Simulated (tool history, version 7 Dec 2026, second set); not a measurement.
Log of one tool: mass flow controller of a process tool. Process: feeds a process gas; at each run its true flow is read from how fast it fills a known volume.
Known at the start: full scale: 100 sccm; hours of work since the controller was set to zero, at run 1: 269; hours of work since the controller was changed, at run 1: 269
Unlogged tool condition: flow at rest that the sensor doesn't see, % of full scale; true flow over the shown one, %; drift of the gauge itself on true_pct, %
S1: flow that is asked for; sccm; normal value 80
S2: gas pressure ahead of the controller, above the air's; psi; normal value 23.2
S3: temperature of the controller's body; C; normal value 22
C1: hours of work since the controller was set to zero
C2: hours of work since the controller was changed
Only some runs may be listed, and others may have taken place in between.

{"run": 1, "hour": 0.0, "S1": 80, "S2": 23.2, "S3": 22, "C1": 269, "C2": 269, "true flow (%)": 100}
{"run": 2, "hour": 90.1, "S1": 80, "S2": 32.6, "S3": 22, "C1": 305, "C2": 305, "true flow (%)": 99.56}
{"run": 3, "hour": 149.3, "S1": 80, "S2": 32.6, "S3": 22, "C1": 329, "C2": 329, "true flow (%)": 99.43}
{"run": 4, "hour": 217.5, "S1": 80, "S2": 32.6, "S3": 22, "C1": 356, "C2": 356, "true flow (%)": 99.52}
{"run": 5, "hour": 306.6, "S1": 80, "S2": 23.2, "S3": 22, "C1": 391, "C2": 391, "true flow (%)": 99.73}
{"run": 6, "hour": 367.3, "S1": 80, "S2": 23.2, "S3": 22, "C1": 416, "C2": 416, "true flow (%)": 99.88}
{"run": 7, "hour": 413.2, "S1": 80, "S2": 23.2, "S3": 22, "C1": 434, "C2": 434, "true flow (%)": 99.98}
{"run": 8, "hour": 451.2, "S1": 80, "S2": 23.2, "S3": 22, "C1": 449, "C2": 449, "true flow (%)": 99.92}
{"run": 9, "hour": 538.4, "S1": 80, "S2": 23.2, "S3": 22, "C1": 484, "C2": 484, "true flow (%)": 99.9}
{"run": 10, "hour": 579.3, "S1": 80, "S2": 23.2, "S3": 32, "C1": 500, "C2": 500, "true flow (%)": 99.33}
{"run": 11, "hour": 671.1, "S1": 35, "S2": 21.3, "S3": 27, "C1": 537, "C2": 537, "true flow (%)": 98.43}
{"run": 12, "hour": 723.4, "S1": 35, "S2": 21.3, "S3": 27, "C1": 558, "C2": 558, "true flow (%)": 98.59}
{"run": 13, "hour": 777.7, "S1": 50, "S2": 24.7, "S3": 27, "C1": 579, "C2": 579, "true flow (%)": 98.6}
{"run": 14, "hour": 867.0, "S1": 59, "S2": 24.7, "S3": 21, "C1": 615, "C2": 615, "true flow (%)": 99.17}
{"run": 15, "hour": 923.2, "S1": 80, "S2": 23.1, "S3": 22, "C1": 637, "C2": 637, "true flow (%)": 99.85}
{"run": 16, "hour": 1002.6, "S1": 80, "S2": 23.1, "S3": 22, "C1": 669, "C2": 669, "true flow (%)": 99.74}
{"run": 17, "hour": 1039.8, "S1": 80, "S2": 23.1, "S3": 22, "C1": 684, "C2": 684, "true flow (%)": 99.89}
{"run": 18, "hour": 1099.3, "S1": 92, "S2": 23.2, "S3": 20, "C1": 708, "C2": 708, "true flow (%)": 100.34}

Here are 3 independent what-if runs from the current tool condition. What would each one return?
{"run": "A", "hour": 1167.4, "S1": 17, "S2": 23.2, "S3": 20, "C1": 735, "C2": 735, "true flow (%)": "?"}
{"run": "B", "hour": 1167.4, "S1": 92, "S2": 23.2, "S3": 22, "C1": 735, "C2": 735, "true flow (%)": "?"}
{"run": "C", "hour": 1167.4, "S1": 11, "S2": 25.5, "S3": 20, "C1": 735, "C2": 735, "true flow (%)": "?"}

run=A true_flow_(%)=98.49
run=B true_flow_(%)=100.09
run=C true_flow_(%)=98.61
Had the tool no hidden state, the same runs would have come out as:
run=A true_flow_(%)=97.74
run=B true_flow_(%)=100.08
run=C true_flow_(%)=97.37
